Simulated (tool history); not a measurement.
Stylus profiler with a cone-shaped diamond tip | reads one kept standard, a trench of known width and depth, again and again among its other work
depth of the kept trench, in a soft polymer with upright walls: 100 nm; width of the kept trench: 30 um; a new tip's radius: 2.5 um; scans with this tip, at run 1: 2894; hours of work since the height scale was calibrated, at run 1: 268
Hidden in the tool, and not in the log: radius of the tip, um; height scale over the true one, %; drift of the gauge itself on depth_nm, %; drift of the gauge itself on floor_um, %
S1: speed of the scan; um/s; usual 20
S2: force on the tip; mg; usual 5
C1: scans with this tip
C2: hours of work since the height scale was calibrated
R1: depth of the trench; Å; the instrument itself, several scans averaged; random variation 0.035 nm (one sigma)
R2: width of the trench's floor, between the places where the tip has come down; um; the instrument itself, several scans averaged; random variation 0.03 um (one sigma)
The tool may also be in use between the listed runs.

Run 1, hour 0: usual settings; C1 2894; C2 268. Result: R1 1029.2 Å, R2 28.47 um.
Run 2, hour 18.5: usual settings; C1 2986; C2 277. Result: R1 1029.6 Å, R2 28.46 um.
Run 3, hour 43.8: usual settings but S1 7 um/s; C1 3113; C2 289. Result: R1 1029.2 Å, R2 28.41 um.
Run 4, hour 72.7: usual settings; C1 3257; C2 302. Result: R1 1029.4 Å, R2 28.44 um.
Run 5, hour 89.9: usual settings but S2 6.41 mg; C1 3343; C2 310. Result: R1 1033.8 Å, R2 28.44 um.
Run 6, hour 119.1: usual settings but S2 6.41 mg; C1 3489; C2 324. Result: R1 1034.6 Å, R2 28.36 um.
Run 7, hour 136.9: usual settings but S2 2.03 mg; C1 3578; C2 332. Result: R1 1017 Å, R2 28.36 um.
Run 8, hour 161.4: usual settings but S1 53 um/s; C1 3701; C2 343. Result: R1 1029.8 Å, R2 28.38 um.
Run 9, hour 189.6: usual settings; C1 3841; C2 356. Result: R1 1029.5 Å, R2 28.4 um.
Run 10, hour 217.4: usual settings; C1 3980; C2 369. Result: R1 1029.4 Å, R2 28.36 um.
Run 11, hour 233: usual settings; C1 4058; C2 376. Result: R1 1030.3 Å, R2 28.46 um.
Run 12, hour 254.9: usual settings but S1 8 um/s; C1 4167; C2 387. Result: R1 1029.7 Å, R2 28.39 um.
Run 13, hour 276.8: usual settings but S1 63 um/s; C1 4277; C2 397. Result: R1 1029.6 Å, R2 28.29 um.
Run 14, hour 309.7: usual settings but S1 63 um/s; C1 4441; C2 412. Result: R1 1029.8 Å, R2 28.24 um.
Run 15, hour 341.1: usual settings but S2 9.65 mg; C1 4598; C2 427. Result: R1 1045.8 Å, R2 28.33 um.
Run 16, hour 356.9: usual settings; C1 4677; C2 434. Result: R1 1030 Å, R2 28.31 um.
Run 17, hour 374.6: usual settings; C1 4766; C2 442. Result: R1 1029.9 Å, R2 28.33 um.
Run 18, hour 404.4: usual settings; C1 4914; C2 456. Result: R1 1029.6 Å, R2 28.31 um.
Run 19, hour 431.4: usual settings; C1 5049; C2 468. Result: R1 1029.9 Å, R2 28.28 um.
Run 20, hour 445.5: usual settings but S2 11.73 mg; C1 5120; C2 475. Result: R1 1051.3 Å, R2 28.35 um.
Run 21, hour 459.5: usual settings but S2 1.85 mg; C1 5190; C2 481. Result: R1 1015.9 Å, R2 28.26 um.
Run 22, hour 489.9: usual settings but S2 1.85 mg; C1 5341; C2 495. Result: R1 1016.4 Å, R2 28.31 um.
Run 23, hour 520.9: usual settings but S2 1.85 mg; C1 5496; C2 510. Result: R1 1016.2 Å, R2 28.26 um.
Run 24, hour 541.4: usual settings but S1 9 um/s; C1 5599; C2 519. Result: R1 1030.4 Å, R2 28.35 um.
Run 25, hour 561.9: usual settings but S1 9 um/s; C1 5701; C2 529. Result: R1 1030.8 Å, R2 28.34 um.
Run 26, hour 586.8: usual settings but S1 9 um/s; C1 5825; C2 540. Result: R1 1030.3 Å, R2 28.32 um.
Run 27, hour 604.9: usual settings but S1 9 um/s; C1 5916; C2 549. Result: R1 1029.7 Å, R2 28.34 um.
Run 28, hour 631.4: usual settings but S1 9 um/s; C1 6048; C2 561. Result: R1 1029.9 Å, R2 28.31 um.
Run 29, hour 664.4: usual settings but S1 7 um/s, S2 7.25 mg; C1 6213; C2 576. Result: R1 1038.2 Å, R2 28.28 um.
Run 30, hour 687.9: usual settings but S1 7 um/s, S2 7.25 mg; C1 6330; C2 587. Result: R1 1038.6 Å, R2 28.32 um.
Run 31, hour 716.9: usual settings but S1 7 um/s, S2 7.25 mg; C1 6475; C2 601. Result: R1 1038.2 Å, R2 28.28 um.
Run 32, hour 743.3: usual settings but S1 7 um/s, S2 7.25 mg; C1 6607; C2 613. Result: R1 1038.6 Å, R2 28.32 um.
Run 33, hour 769.7: usual settings but S1 39 um/s, S2 7.65 mg; C1 6739; C2 625. Result: R1 1040.1 Å, R2 28.2 um.
Run 34, hour 803.8: usual settings but S1 49 um/s, S2 2.4 mg; C1 6909; C2 641. Result: R1 1020.2 Å, R2 28.12 um.
Run 35, hour 828.2: usual settings but S1 49 um/s, S2 2.4 mg; C1 7031; C2 652. Result: R1 1019.7 Å, R2 28.13 um.
Run 36, hour 842.5: usual settings but S1 49 um/s, S2 2.4 mg; C1 7103; C2 659. Result: R1 1020.4 Å, R2 28.12 um.
Run 37, hour 870.9: usual settings but S1 49 um/s, S2 2.4 mg; C1 7245; C2 672. Result: R1 1020.1 Å, R2 28.13 um.
Run 38, hour 898.7: usual settings but S1 49 um/s, S2 2.4 mg; C1 7383; C2 685. Result: R1 1019.6 Å, R2 28.11 um.
Run 39, hour 919.3: usual settings but S1 52 um/s, S2 7.33 mg; C1 7486; C2 694. Result: R1 1039.3 Å, R2 28.16 um.
Run 40, hour 941.4: usual settings; C1 7597; C2 705. Result: R1 1030.8 Å, R2 28.2 um.
Run 41, hour 969.7: usual settings; C1 7738; C2 718. Result: R1 1031.1 Å, R2 28.18 um.
Run 42, hour 986.7: usual settings; C1 7823; C2 726. Result: R1 1031.4 Å, R2 28.21 um.
Run 43, hour 1010.9: usual settings but S1 64 um/s, S2 8.89 mg; C1 7944; C2 737. Result: R1 1044.5 Å, R2 28.11 um.
Run 44, hour 1034.8: usual settings but S1 51 um/s, S2 5.06 mg; C1 8063; C2 748. Result: R1 1032.2 Å, R2 28.18 um.
Run 45, hour 1067.5: usual settings but S1 5 um/s, S2 7.06 mg; C1 8227; C2 763. Result: R1 1038.5 Å, R2 28.2 um.
Run 46, hour 1099.1: usual settings but S1 5 um/s, S2 7.06 mg; C1 8385; C2 778. Result: R1 1038.8 Å, R2 28.24 um.

Forecast each of these 4 alternatives for the next run:
Run A, hour 1131.5: usual settings but S1 6 um/s; C1 8547; C2 793. Result: R1 ?, R2 ?.
Run B, hour 1131.5: usual settings but S1 8 um/s, S2 7.06 mg; C1 8547; C2 793. Result: R1 ?, R2 ?.
Run C, hour 1131.5: usual settings but S2 2.63 mg; C1 8547; C2 793. Result: R1 ?, R2 ?.
Run D, hour 1131.5: usual settings but S1 12 um/s, S2 7.71 mg; C1 8547; C2 793. Result: R1 ?, R2 ?.

run      R1     R2
  A  1031.7  28.25
  B  1038.7  28.19
  C    1022  28.12
  D  1040.6  28.18
Without the tool's hidden state the same runs would have given:
run      R1     R2
  A  1028.3  28.62
  B  1035.2  28.56
  C  1018.6  28.48
  D  1037.2  28.55
